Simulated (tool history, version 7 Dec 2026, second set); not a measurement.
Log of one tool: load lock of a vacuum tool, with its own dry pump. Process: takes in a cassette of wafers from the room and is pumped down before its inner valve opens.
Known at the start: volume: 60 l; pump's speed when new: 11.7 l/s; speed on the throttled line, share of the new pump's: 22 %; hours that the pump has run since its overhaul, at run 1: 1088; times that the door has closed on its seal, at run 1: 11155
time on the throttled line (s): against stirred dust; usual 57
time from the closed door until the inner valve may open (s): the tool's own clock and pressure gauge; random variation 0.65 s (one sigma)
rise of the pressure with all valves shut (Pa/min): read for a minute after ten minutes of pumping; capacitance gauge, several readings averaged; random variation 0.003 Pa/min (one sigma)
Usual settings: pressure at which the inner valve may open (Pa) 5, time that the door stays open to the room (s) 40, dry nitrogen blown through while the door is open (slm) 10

run	hour	time on the throttled line (s)	pressure at which the inner valve may open (Pa)	time that the door stays open to the room (s)	dry nitrogen blown through while the door is open (slm)	hours that the pump has run since its overhaul	times that the door has closed on its seal	incoming humidity of the room's air, %	time from the closed door until the inner valve may open (s)	rise of the pressure with all valves shut (Pa/min)
1	0	57	5	40	10	1088	11155	43	94.4	0.013
2	60.9	57	5	40	10	1149	11372	44.3	96.4	0.016
3	171.9	57	5	40	10	1259	11767	44.8	95.6	0.013
4	286.5	57	5	40	10	1374	12176	42.8	95.7	0.01
5	409.2	105	5	40	10	1497	12613	46.2	134.5	0.013
6	502.1	105	5	40	4	1590	12944	44.6	132.9	0.016
7	605.4	57	5	40	10	1693	13312	44.5	96	0.018
8	731	32	5	40	10	1819	13759	43.9	76.6	0.018
9	820.8	32	6	184	10	1908	14079	43.3	74.6	0.026
10	946.7	32	6	184	10	2034	14528	46.5	74.6	0.032
11	1082.9	63	6	184	18	2170	15013	44.8	99.1	0.025
12	1205.2	63	7	105	20	2293	15449	46.1	97.5	0.017
13	1320.2	55	7	105	6	2408	15858	43.3	91.8	0.025
14	1448.7	55	7	105	6	2536	16316	45.2	91.9	0.023
15	1547.5	56	5	90	10	2635	16668	44.9	94.8	0.023

Forecast each of these 4 alternatives for the next run:
A	1640.7	56	9	194	6	2728	17000	44.7	?	?
B	1640.7	31	4	40	25	2728	17000	47.5	?	?
C	1640.7	35	6	40	10	2728	17000	42.8	?	?
D	1640.7	51	5	73	10	2728	17000	46	?	?

run	time from the closed door until the inner valve may open (s)	rise of the pressure with all valves shut (Pa/min)
A	91.8	0.035
B	76.8	0.01
C	77.6	0.021
D	90.2	0.023
Without the tool's hidden state the same runs would have given:
run	time from the closed door until the inner valve may open (s)	rise of the pressure with all valves shut (Pa/min)
A	91.8	0.035
B	76.8	0.01
C	77.6	0.02
D	90.1	0.022

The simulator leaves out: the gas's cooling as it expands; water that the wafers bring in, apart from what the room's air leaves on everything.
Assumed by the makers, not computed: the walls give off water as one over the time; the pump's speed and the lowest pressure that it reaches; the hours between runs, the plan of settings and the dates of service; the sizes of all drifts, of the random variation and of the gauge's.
